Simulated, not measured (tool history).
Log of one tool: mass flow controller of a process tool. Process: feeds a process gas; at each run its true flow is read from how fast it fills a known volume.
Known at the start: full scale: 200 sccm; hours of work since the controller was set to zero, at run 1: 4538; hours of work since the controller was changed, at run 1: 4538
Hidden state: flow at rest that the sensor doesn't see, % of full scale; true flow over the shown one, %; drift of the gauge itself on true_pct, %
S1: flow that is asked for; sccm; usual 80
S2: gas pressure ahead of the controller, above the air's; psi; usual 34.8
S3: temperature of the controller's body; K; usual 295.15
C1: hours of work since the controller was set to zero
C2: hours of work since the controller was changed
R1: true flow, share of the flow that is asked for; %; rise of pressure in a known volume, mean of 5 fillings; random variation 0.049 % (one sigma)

run   hour  S1    S2      S3    C1    C2     R1
  1      0  80  34.8  295.15  4538  4538  97.99
  2   58.8  80  34.8  295.15  4573  4573  97.93
  3  131.8  61  34.8  295.15  4615  4615   97.9
  4  231.4  61  34.8  295.15  4673  4673  97.87
  5  337.9  61    26  295.15  4735  4735  97.84
  6  395.2  61    26  295.15  4768  4768  97.79
  7  489.6  33  34.8  300.15  4823  4823  98.56
  8  609.8  33  34.8  300.15  4893  4893  98.57

Forecast run 9:
  9  700.9  105  28.9  295.15  4946  4946   ?

R1: 98.08 %
Without the tool's hidden state the same run would have given R1 98.36 %.
